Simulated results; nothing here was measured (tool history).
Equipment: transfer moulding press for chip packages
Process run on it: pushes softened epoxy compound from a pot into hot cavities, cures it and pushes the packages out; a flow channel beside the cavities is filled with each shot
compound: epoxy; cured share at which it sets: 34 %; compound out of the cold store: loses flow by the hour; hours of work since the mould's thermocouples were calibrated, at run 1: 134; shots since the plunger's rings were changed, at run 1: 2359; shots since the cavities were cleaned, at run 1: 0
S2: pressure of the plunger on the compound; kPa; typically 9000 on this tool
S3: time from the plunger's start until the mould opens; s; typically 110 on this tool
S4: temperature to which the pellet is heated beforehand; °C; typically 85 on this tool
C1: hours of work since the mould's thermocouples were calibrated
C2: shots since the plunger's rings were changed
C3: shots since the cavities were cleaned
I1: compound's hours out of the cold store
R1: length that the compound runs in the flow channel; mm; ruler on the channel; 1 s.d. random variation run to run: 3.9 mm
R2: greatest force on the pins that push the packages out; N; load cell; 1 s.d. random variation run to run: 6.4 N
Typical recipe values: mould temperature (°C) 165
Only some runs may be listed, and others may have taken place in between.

Run 1, hour 0: usual settings; C1 134; C2 2359; C3 0; I1 42.9. Result: R1 472 mm, R2 255 N.
Run 2, hour 24.7: usual settings; C1 150; C2 2641; C3 282; I1 13.8. Result: R1 545 mm, R2 325 N.
Run 3, hour 45.6: usual settings but S2 8780 kPa; C1 163; C2 2880; C3 521; I1 23.9. Result: R1 506 mm, R2 352 N.
At hour 62.9: plunger's sealing rings changed.
Run 4, hour 87.1: usual settings; C1 189; C2 277; C3 967; I1 19.6. Result: R1 549 mm, R2 408 N.
At hour 100.7: cavities cleaned with cleaning compound and waxed.
Run 5, hour 114.5: usual settings but S3 109 s; C1 206; C2 574; C3 158; I1 26.7. Result: R1 533 mm, R2 297 N.
Run 6, hour 136: usual settings but mould temperature (°C) 160; C1 219; C2 819; C3 403; I1 26.5. Result: R1 533 mm, R2 451 N.
Run 7, hour 178.8: usual settings but mould temperature (°C) 160; C1 247; C2 1309; C3 893; I1 13. Result: R1 582 mm, R2 560 N.
At hour 200.7: cavities cleaned with cleaning compound and waxed.
Run 8, hour 219.3: usual settings but S3 98 s; C1 273; C2 1755; C3 213; I1 43.4. Result: R1 473 mm, R2 344 N.
Run 9, hour 239.8: usual settings but S3 98 s; C1 286; C2 1989; C3 447; I1 14.4. Result: R1 549 mm, R2 441 N.
Run 10, hour 274.2: usual settings but S3 98 s; C1 308; C2 2382; C3 840; I1 40. Result: R1 472 mm, R2 449 N.
At hour 299.3: cavities cleaned with cleaning compound and waxed.
Run 11, hour 309.6: usual settings but S3 98 s; C1 330; C2 2769; C3 118; I1 23.1. Result: R1 518 mm, R2 345 N.
At hour 335.4: plunger's sealing rings changed.
Run 12, hour 338.9: usual settings; C1 347; C2 41; C3 425; I1 24.1. Result: R1 538 mm, R2 353 N.
Run 13, hour 363.7: usual settings; C1 364; C2 324; C3 708; I1 33.9. Result: R1 514 mm, R2 388 N.
At hour 400.8: cavities cleaned with cleaning compound and waxed.
Run 14, hour 400.8: usual settings; C1 387; C2 731; C3 0; I1 25.7. Result: R1 530 mm, R2 257 N.
Run 15, hour 429.3: usual settings but mould temperature (°C) 164, S2 8850 kPa, S3 128 s; C1 405; C2 1057; C3 326; I1 47.9. Result: R1 474 mm, R2 292 N.
Run 16, hour 470.9: usual settings but mould temperature (°C) 161, S3 116 s; C1 432; C2 1532; C3 801; I1 18.1. Result: R1 558 mm, R2 443 N.
At hour 495.9: mould's thermocouples calibrated.
At hour 500.3: cavities cleaned with cleaning compound and waxed.
Run 17, hour 500.3: usual settings but S4 83 °C; C1 2; C2 1828; C3 0; I1 40.4. Result: R1 483 mm, R2 250 N.
Run 18, hour 533.1: usual settings but mould temperature (°C) 158, S4 92 °C; C1 23; C2 2203; C3 375; I1 37.3. Result: R1 505 mm, R2 459 N.
Run 19, hour 554.5: usual settings but mould temperature (°C) 158, S4 92 °C; C1 37; C2 2448; C3 620; I1 32.1. Result: R1 507 mm, R2 541 N.
Run 20, hour 594.9: usual settings but mould temperature (°C) 162, S2 8220 kPa, S4 94 °C; C1 63; C2 2909; C3 1081; I1 8.6. Result: R1 547 mm, R2 478 N.
At hour 599.8: cavities cleaned with cleaning compound and waxed.
At hour 611.5: plunger's sealing rings changed.
Run 21, hour 618.1: usual settings but mould temperature (°C) 162, S2 8220 kPa, S4 94 °C; C1 76; C2 75; C3 181; I1 40. Result: R1 477 mm, R2 331 N.
Run 22, hour 656.3: usual settings but mould temperature (°C) 162, S2 8220 kPa, S4 94 °C; C1 100; C2 512; C3 618; I1 23.9. Result: R1 517 mm, R2 430 N.
Run 23, hour 694.8: usual settings but mould temperature (°C) 159, S2 8900 kPa, S4 76 °C; C1 125; C2 952; C3 1058; I1 21.1. Result: R1 550 mm, R2 635 N.
At hour 700.6: cavities cleaned with cleaning compound and waxed.
Run 24, hour 730: usual settings but mould temperature (°C) 159, S2 8610 kPa, S3 130 s, S4 92 °C; C1 147; C2 1336; C3 335; I1 34.4. Result: R1 507 mm, R2 356 N.
Run 25, hour 755.2: usual settings but mould temperature (°C) 163, S2 10700 kPa, S3 98 s; C1 164; C2 1625; C3 624; I1 26.3. Result: R1 577 mm, R2 512 N.
Run 26, hour 796.5: usual settings but mould temperature (°C) 163, S2 8570 kPa, S3 92 s, S4 81 °C; C1 190; C2 2097; C3 1096; I1 44.1. Result: R1 460 mm, R2 609 N.
At hour 800: cavities cleaned with cleaning compound and waxed.
Run 27, hour 836.5: usual settings but mould temperature (°C) 158, S3 129 s, S4 80 °C; C1 215; C2 2537; C3 417; I1 17.9. Result: R1 559 mm, R2 412 N.
Run 28, hour 858.5: usual settings but mould temperature (°C) 158, S3 129 s, S4 80 °C; C1 230; C2 2789; C3 669; I1 18.5. Result: R1 547 mm, R2 443 N.

Forecast each of these 4 alternatives for the next run:
At hour 883.8: plunger's sealing rings changed.
Run A, hour 886.8: usual settings but S2 10990 kPa; C1 246; C2 34; C3 963; I1 40.6. Result: R1 ?, R2 ?.
At hour 883.8: plunger's sealing rings changed.
Run B, hour 886.8: usual settings but mould temperature (°C) 163, S2 7880 kPa, S3 98 s, S4 80 °C; C1 246; C2 34; C3 963; I1 21.8. Result: R1 ?, R2 ?.
At hour 883.8: plunger's sealing rings changed.
Run C, hour 886.8: usual settings but S4 87 °C; C1 246; C2 34; C3 963; I1 17.9. Result: R1 ?, R2 ?.
At hour 883.8: plunger's sealing rings changed.
Run D, hour 886.8: usual settings but mould temperature (°C) 158, S3 129 s, S4 88 °C; C1 246; C2 34; C3 963; I1 26.3. Result: R1 ?, R2 ?.

run   R1   R2
  A  552  408
  B  513  551
  C  564  404
  D  548  483
With the hidden condition removed and each run's random variation left untouched, the same runs would have given:
run   R1   R2
  A  554  255
  B  515  342
  C  566  254
  D  550  302
